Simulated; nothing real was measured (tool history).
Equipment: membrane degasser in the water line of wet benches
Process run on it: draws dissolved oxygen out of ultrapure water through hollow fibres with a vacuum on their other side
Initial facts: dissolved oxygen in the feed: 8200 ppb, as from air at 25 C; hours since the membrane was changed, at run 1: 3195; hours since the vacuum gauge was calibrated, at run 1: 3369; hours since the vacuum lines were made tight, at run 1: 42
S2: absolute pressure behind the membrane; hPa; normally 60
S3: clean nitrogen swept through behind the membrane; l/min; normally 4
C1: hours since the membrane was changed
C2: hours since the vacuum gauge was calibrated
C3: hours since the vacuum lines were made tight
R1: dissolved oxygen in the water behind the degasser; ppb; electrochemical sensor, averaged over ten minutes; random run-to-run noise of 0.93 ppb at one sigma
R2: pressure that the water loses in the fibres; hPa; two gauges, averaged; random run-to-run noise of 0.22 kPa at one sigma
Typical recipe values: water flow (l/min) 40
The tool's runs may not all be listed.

run 1 hour=0 | water_flow_(l/min)=40 S2=60 S3=4 | C1=3195 C2=3369 C3=42 | R1=87.2 R2=542
run 2 hour=75.8 | water_flow_(l/min)=40 S2=60 S3=4 | C1=3271 C2=3445 C3=118 | R1=89.2 R2=537.7
run 3 hour=163.6 | water_flow_(l/min)=40 S2=60 S3=4 | C1=3359 C2=3533 C3=205 | R1=87.7 R2=537.2
run 4 hour=264.3 | water_flow_(l/min)=40 S2=64.1 S3=4 | C1=3459 C2=3633 C3=306 | R1=98.1 R2=537.6
run 5 hour=364.1 | water_flow_(l/min)=40 S2=60 S3=4 | C1=3559 C2=3733 C3=406 | R1=85.8 R2=535.6
run 6 hour=499.9 | water_flow_(l/min)=27 S2=60 S3=4 | C1=3695 C2=3869 C3=542 | R1=50.8 R2=362.4
run 7 hour=661.3 | water_flow_(l/min)=27 S2=60 S3=4 | C1=3856 C2=4030 C3=703 | R1=50.1 R2=363.8
run 8 hour=813.4 | water_flow_(l/min)=27 S2=60 S3=4 | C1=4009 C2=4183 C3=855 | R1=50.8 R2=362.1
run 9 hour=953.1 | water_flow_(l/min)=27 S2=60 S3=4 | C1=4148 C2=4322 C3=995 | R1=50.4 R2=365.4
run 10 hour=1095.8 | water_flow_(l/min)=27 S2=60 S3=4 | C1=4291 C2=4465 C3=1138 | R1=50.5 R2=361.8
run 11 hour=1171.2 | water_flow_(l/min)=40 S2=60 S3=4 | C1=4366 C2=4540 C3=1213 | R1=88.7 R2=537.8
run 12 hour=1247.3 | water_flow_(l/min)=40 S2=60 S3=4 | C1=4442 C2=4616 C3=1289 | R1=85.2 R2=541.1
run 13 hour=1378.9 | water_flow_(l/min)=40 S2=60 S3=4 | C1=4574 C2=4748 C3=1421 | R1=86.6 R2=540.1
-- hour=1442.2 vacuum gauge calibrated
run 14 hour=1494.5 | water_flow_(l/min)=40 S2=60 S3=4 | C1=4689 C2=52 C3=1536 | R1=88.9 R2=538.7
run 15 hour=1623.6 | water_flow_(l/min)=40 S2=114.3 S3=4 | C1=4818 C2=181 C3=1665 | R1=208.7 R2=539.7
run 16 hour=1773.9 | water_flow_(l/min)=48 S2=60 S3=2.52 | C1=4969 C2=332 C3=1815 | R1=160.9 R2=644.7
run 17 hour=1889.3 | water_flow_(l/min)=48 S2=60 S3=2.52 | C1=5084 C2=447 C3=1931 | R1=156.8 R2=650
run 18 hour=2008 | water_flow_(l/min)=48 S2=60 S3=2.52 | C1=5203 C2=566 C3=2049 | R1=160.2 R2=647.6
run 19 hour=2114 | water_flow_(l/min)=48 S2=60 S3=2.52 | C1=5309 C2=672 C3=2155 | R1=160.1 R2=649.2
run 20 hour=2214.9 | water_flow_(l/min)=40 S2=76.5 S3=5.52 | C1=5409 C2=773 C3=2256 | R1=98.4 R2=538.9
run 21 hour=2365.2 | water_flow_(l/min)=24 S2=51.6 S3=4.96 | C1=5560 C2=923 C3=2407 | R1=26.2 R2=321.1
run 22 hour=2523.2 | water_flow_(l/min)=26 S2=51.3 S3=1.7 | C1=5718 C2=1081 C3=2564 | R1=70.5 R2=353.1
run 23 hour=2608.5 | water_flow_(l/min)=26 S2=51.3 S3=1.7 | C1=5803 C2=1166 C3=2650 | R1=71.6 R2=351.5
run 24 hour=2748.7 | water_flow_(l/min)=26 S2=51.3 S3=1.7 | C1=5943 C2=1307 C3=2790 | R1=70.7 R2=349.9
run 25 hour=2890.2 | water_flow_(l/min)=32 S2=60 S3=5.81 | C1=6085 C2=1448 C3=2931 | R1=47.6 R2=430
run 26 hour=3026.9 | water_flow_(l/min)=33 S2=119.1 S3=3.65 | C1=6222 C2=1585 C3=3068 | R1=193.8 R2=444.8
run 27 hour=3107.9 | water_flow_(l/min)=40 S2=121.7 S3=7.88 | C1=6302 C2=1666 C3=3149 | R1=131.2 R2=540.8
run 28 hour=3243.7 | water_flow_(l/min)=40 S2=127.4 S3=6.27 | C1=6438 C2=1802 C3=3285 | R1=165.7 R2=534.9
run 29 hour=3390.7 | water_flow_(l/min)=63 S2=38.1 S3=4 | C1=6585 C2=1949 C3=3432 | R1=113.2 R2=847.1

4 ways to go on from here, each from the tool as it stands after run 29. What would each give?
run A hour=3525.8 | water_flow_(l/min)=63 S2=38.1 S3=2.78 | C1=6720 C2=2084 C3=3567 | R1=? R2=?
run B hour=3525.8 | water_flow_(l/min)=63 S2=46 S3=4 | C1=6720 C2=2084 C3=3567 | R1=? R2=?
run C hour=3525.8 | water_flow_(l/min)=40 S2=95.3 S3=4 | C1=6720 C2=2084 C3=3567 | R1=? R2=?
run D hour=3525.8 | water_flow_(l/min)=50 S2=44.4 S3=6.6 | C1=6720 C2=2084 C3=3567 | R1=? R2=?

run=A R1=118.4 R2=848.7
run=B R1=142.3 R2=849.6
run=C R1=168.8 R2=535.8
run=D R1=68.4 R2=676.1
Take away the tool's hidden state, keep each run's random variation, and the runs would have read:
run=A R1=118.1 R2=848.1
run=B R1=141.9 R2=849
run=C R1=168.7 R2=535.5
run=D R1=68.2 R2=675.7
